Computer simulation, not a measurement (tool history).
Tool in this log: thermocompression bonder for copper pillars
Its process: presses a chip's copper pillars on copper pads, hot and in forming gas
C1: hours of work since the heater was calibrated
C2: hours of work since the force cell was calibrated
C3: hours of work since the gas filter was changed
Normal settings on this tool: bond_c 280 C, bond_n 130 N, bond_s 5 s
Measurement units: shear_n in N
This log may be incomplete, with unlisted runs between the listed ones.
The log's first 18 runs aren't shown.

run 19 hour=156.7 | bond_c=280 bond_n=106 bond_s=5 | C1=293 C2=12 C3=171 | shear_n=61.6
run 20 hour=168.9 | bond_c=280 bond_n=130 bond_s=5 | C1=300 C2=19 C3=178 | shear_n=67.5
run 21 hour=178.6 | bond_c=273 bond_n=100 bond_s=4 | C1=305 C2=25 C3=184 | shear_n=51.3
run 22 hour=185.7 | bond_c=273 bond_n=100 bond_s=4 | C1=309 C2=29 C3=188 | shear_n=51.3
run 23 hour=195.8 | bond_c=273 bond_n=166 bond_s=11 | C1=315 C2=35 C3=193 | shear_n=87.3
run 24 hour=206.7 | bond_c=273 bond_n=104 bond_s=12 | C1=322 C2=41 C3=200 | shear_n=74.5
run 25 hour=217.2 | bond_c=291 bond_n=162 bond_s=6 | C1=328 C2=47 C3=206 | shear_n=85.0
run 26 hour=225.8 | bond_c=280 bond_n=111 bond_s=5 | C1=333 C2=52 C3=211 | shear_n=62.9
run 27 hour=232.8 | bond_c=250 bond_n=163 bond_s=8 | C1=337 C2=56 C3=215 | shear_n=64.5
run 28 hour=246.2 | bond_c=250 bond_n=163 bond_s=8 | C1=345 C2=64 C3=223 | shear_n=64.9
run 29 hour=256.1 | bond_c=282 bond_n=103 bond_s=4 | C1=350 C2=70 C3=228 | shear_n=57.2
run 30 hour=265.6 | bond_c=279 bond_n=130 bond_s=5 | C1=356 C2=75 C3=234 | shear_n=66.6
run 31 hour=273.9 | bond_c=306 bond_n=91 bond_s=14 | C1=361 C2=80 C3=239 | shear_n=92.0
run 32 hour=283.6 | bond_c=294 bond_n=91 bond_s=14 | C1=366 C2=86 C3=244 | shear_n=86.5
run 33 hour=295.3 | bond_c=280 bond_n=181 bond_s=5 | C1=373 C2=92 C3=251 | shear_n=78.0
run 34 hour=301.6 | bond_c=284 bond_n=169 bond_s=3 | C1=377 C2=96 C3=255 | shear_n=67.9
run 35 hour=309.1 | bond_c=284 bond_n=169 bond_s=3 | C1=381 C2=100 C3=259 | shear_n=68.3
run 36 hour=320.2 | bond_c=277 bond_n=187 bond_s=4 | C1=387 C2=107 C3=266 | shear_n=72.4
run 37 hour=330.1 | bond_c=253 bond_n=83 bond_s=4 | C1=393 C2=113 C3=271 | shear_n=35.8
run 38 hour=339.6 | bond_c=266 bond_n=80 bond_s=3 | C1=399 C2=118 C3=277 | shear_n=37.3
run 39 hour=345.4 | bond_c=307 bond_n=130 bond_s=3 | C1=402 C2=121 C3=280 | shear_n=72.9

4 options for the next run, each taken on its own from the tool as it stands now. Forecast them:
run A hour=354.2 | bond_c=280 bond_n=118 bond_s=5 | C1=407 C2=127 C3=285 | shear_n=?
run B hour=354.2 | bond_c=271 bond_n=96 bond_s=3 | C1=407 C2=127 C3=285 | shear_n=?
run C hour=354.2 | bond_c=282 bond_n=177 bond_s=10 | C1=407 C2=127 C3=285 | shear_n=?
run D hour=354.2 | bond_c=293 bond_n=94 bond_s=5 | C1=407 C2=127 C3=285 | shear_n=?

run=A shear_n=64.9
run=B shear_n=44.3
run=C shear_n=91.2
run=D shear_n=65.6
Without the tool's unlogged condition, the same runs would have read:
run=A shear_n=65.1
run=B shear_n=44.4
run=C shear_n=91.4
run=D shear_n=65.8
